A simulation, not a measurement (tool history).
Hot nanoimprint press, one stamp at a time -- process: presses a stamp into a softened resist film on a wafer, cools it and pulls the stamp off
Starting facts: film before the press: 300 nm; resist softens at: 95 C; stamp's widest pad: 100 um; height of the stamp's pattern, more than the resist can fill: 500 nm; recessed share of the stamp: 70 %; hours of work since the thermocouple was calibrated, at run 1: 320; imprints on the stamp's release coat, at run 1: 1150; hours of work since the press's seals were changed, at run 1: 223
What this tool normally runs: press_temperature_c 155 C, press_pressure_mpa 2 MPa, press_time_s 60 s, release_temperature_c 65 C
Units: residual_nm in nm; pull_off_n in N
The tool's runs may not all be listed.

| run | hour | press_temperature_c | press_pressure_mpa | press_time_s | release_temperature_c | hours of work since the thermocouple was calibrated | imprints on the stamp's release coat | hours of work since the press's seals were changed | residual_nm | pull_off_n |
|---|---|---|---|---|---|---|---|---|---|---|
| 1 | 0 | 155 | 2 | 60 | 65 | 320 | 1150 | 223 | 135 | 237 |
| 2 | 65.1 | 155 | 2 | 60 | 65 | 348 | 1299 | 251 | 133 | 242 |
| 3 | 108.7 | 158 | 2 | 60 | 65 | 367 | 1398 | 270 | 111.8 | 245 |
| 4 | 177.5 | 158 | 2 | 60 | 65 | 398 | 1554 | 301 | 112.8 | 247 |
|  | 186.3 | plate thermocouple calibrated |
| 5 | 238.3 | 158 | 2 | 60 | 65 | 23 | 1686 | 326 | 121.8 | 258 |
| 6 | 295.2 | 155 | 2 | 60 | 65 | 48 | 1815 | 351 | 141.7 | 269 |
| 7 | 344.5 | 155 | 2 | 60 | 65 | 70 | 1928 | 373 | 141 | 259 |
| 8 | 377 | 151 | 2 | 60 | 65 | 84 | 2002 | 387 | 175 | 262 |
| 9 | 428.2 | 151 | 2 | 60 | 65 | 107 | 2118 | 410 | 173.5 | 279 |
| 10 | 483.5 | 151 | 2 | 60 | 65 | 131 | 2244 | 434 | 173.6 | 277 |
|  | 513.8 | stamp cleaned and given a new release coat |
| 11 | 542.3 | 151 | 2 | 60 | 65 | 154 | 65 | 457 | 172.9 | 206 |
| 12 | 611.5 | 151 | 2 | 60 | 65 | 185 | 223 | 488 | 170.7 | 212 |
| 13 | 657.9 | 151 | 2 | 60 | 65 | 205 | 328 | 508 | 169.3 | 210 |
| 14 | 707.1 | 151 | 2 | 60 | 65 | 227 | 440 | 530 | 169.3 | 215 |
| 15 | 773.8 | 155 | 2.14 | 41 | 65 | 256 | 592 | 559 | 152.2 | 223 |
| 16 | 803.4 | 161 | 2.09 | 98 | 70 | 269 | 659 | 572 | 76.1 | 198 |
| 17 | 845.9 | 165 | 1.74 | 32 | 63 | 288 | 756 | 591 | 108.6 | 246 |
| 18 | 875.4 | 155 | 1.74 | 54 | 63 | 301 | 823 | 604 | 149.9 | 235 |
| 19 | 910.3 | 156 | 1.26 | 34 | 65 | 316 | 903 | 619 | 186.5 | 224 |
| 20 | 956.7 | 160 | 1.54 | 34 | 65 | 337 | 1008 | 640 | 142.7 | 233 |
| 21 | 993.5 | 162 | 2.54 | 56 | 65 | 353 | 1092 | 656 | 82.5 | 229 |
| 22 | 1051.5 | 155 | 2 | 61 | 57 | 378 | 1224 | 682 | 131.4 | 293 |
| 23 | 1096.4 | 155 | 2 | 61 | 57 | 398 | 1326 | 701 | 130.6 | 276 |
|  | 1103.3 | plate thermocouple calibrated |
| 24 | 1147.5 | 160 | 2.06 | 53 | 71 | 19 | 1436 | 723 | 112.3 | 217 |
| 25 | 1203.5 | 160 | 2.06 | 53 | 71 | 44 | 1563 | 747 | 112 | 218 |
| 26 | 1266.7 | 160 | 3.15 | 53 | 68 | 72 | 1707 | 775 | 92.8 | 242 |
| 27 | 1329.8 | 148 | 1.82 | 65 | 63 | 100 | 1851 | 803 | 201.9 | 269 |
| 28 | 1386.1 | 155 | 2 | 40 | 69 | 125 | 1979 | 828 | 163.3 | 236 |

How would selected steps in residual_nm from run to run divide? Give the signed amount a tool lacking its hidden state would still show from settings, what came in and random variation, and the signed amount left for the hidden state, including any gauge scatter that is not in both of the compared results.
The tool's hidden condition here consists of: true temperature over the reading, C; pressure that arrives at the usual setting, %; grip of the stamp's worn release coat, % over a new coat's; drift of the gauge itself on residual_nm, %; drift of the gauge itself on pull_off_n, %.
Run 4 -> 5: plate thermocouple calibrated. residual_nm +9 nm: hidden state +9.7, all else -0.7.
Run 15 -> 16: press_temperature_c 155 -> 161, press_pressure_mpa 2.14 -> 2.09, press_time_s 41 -> 98, release_temperature_c 65 -> 70. residual_nm -76.1 nm: hidden state +2.6, all else -78.7.
Run 23 -> 24: press_temperature_c 155 -> 160, press_pressure_mpa 2 -> 2.06, press_time_s 61 -> 53, release_temperature_c 57 -> 71, plate thermocouple calibrated. residual_nm -18.3 nm: hidden state +10.8, all else -29.1.
Run 26 -> 27: press_temperature_c 160 -> 148, press_pressure_mpa 3.15 -> 1.82, press_time_s 53 -> 65, release_temperature_c 68 -> 63. residual_nm +109.1 nm: hidden state -2.3, all else +111.4.
